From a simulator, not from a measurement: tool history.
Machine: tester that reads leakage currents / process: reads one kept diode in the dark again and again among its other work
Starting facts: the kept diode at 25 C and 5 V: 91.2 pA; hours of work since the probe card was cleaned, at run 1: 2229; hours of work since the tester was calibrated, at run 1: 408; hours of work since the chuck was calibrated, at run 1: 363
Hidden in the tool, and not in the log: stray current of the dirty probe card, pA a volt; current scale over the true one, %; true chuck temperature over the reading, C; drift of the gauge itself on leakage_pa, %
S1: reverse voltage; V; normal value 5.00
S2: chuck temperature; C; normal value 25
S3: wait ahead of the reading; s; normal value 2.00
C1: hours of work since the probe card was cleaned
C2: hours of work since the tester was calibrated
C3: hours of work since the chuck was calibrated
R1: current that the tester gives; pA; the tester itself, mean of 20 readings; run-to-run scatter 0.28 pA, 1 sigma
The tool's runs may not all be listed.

run	hour	S1	S2	S3	C1	C2	C3	R1
1	0.0	5.00	25	2.00	2229	408	363	87.16
2	31.1	5.00	25	1.54	2243	421	377	86.92
3	67.6	5.00	25	1.54	2258	437	393	87.50
4	101.4	5.00	25	2.00	2273	451	407	87.17
5	178.0	5.00	29	2.00	2306	484	440	124.48
6	224.8	5.00	29	2.00	2326	504	460	123.97
7	297.9	5.00	29	2.00	2358	536	492	123.07
8	355.2	5.00	29	2.00	2382	561	516	122.59
9	421.5	5.00	29	2.00	2411	589	545	122.66
10	484.5	5.00	25	0.42	2438	616	572	86.23
11	553.0	5.00	25	0.42	2467	646	602	86.38
12	605.2	12.50	26	2.00	2490	668	624	152.25
13	648.9	12.50	26	2.00	2509	687	643	152.35
14	702.4	1.31	42	3.02	2532	710	666	177.24
15	777.5	1.31	42	3.02	2564	742	698	176.34
16	828.9	5.00	27	0.54	2586	764	720	100.85
17	896.9	5.00	38	6.51	2615	794	750	257.11
18	942.5	2.25	24	0.33	2635	813	769	49.76
19	1002.9	2.25	24	0.33	2661	839	795	50.02
20	1074.4	4.52	24	2.00	2692	870	826	71.16
21	1118.4	14.48	24	2.56	2711	889	845	133.62
22	1156.1	3.29	23	4.01	2727	905	861	54.36

What if the next run were any one of these 3? Each begins from the tool's condition after run 22:
# hour 1227.8: probe card cleaned and baked
A	1228.9	3.29	47	1.01	0	935	891	?
# hour 1227.8: probe card cleaned and baked
B	1228.9	5.00	43	2.00	0	935	891	?
# hour 1227.8: probe card cleaned and baked
C	1228.9	10.14	40	5.10	0	935	891	?

run	R1
A	422.03
B	380.51
C	431.35
Without the tool's hidden state the same runs would have given:
run	R1
A	474.62
B	429.12
C	487.53

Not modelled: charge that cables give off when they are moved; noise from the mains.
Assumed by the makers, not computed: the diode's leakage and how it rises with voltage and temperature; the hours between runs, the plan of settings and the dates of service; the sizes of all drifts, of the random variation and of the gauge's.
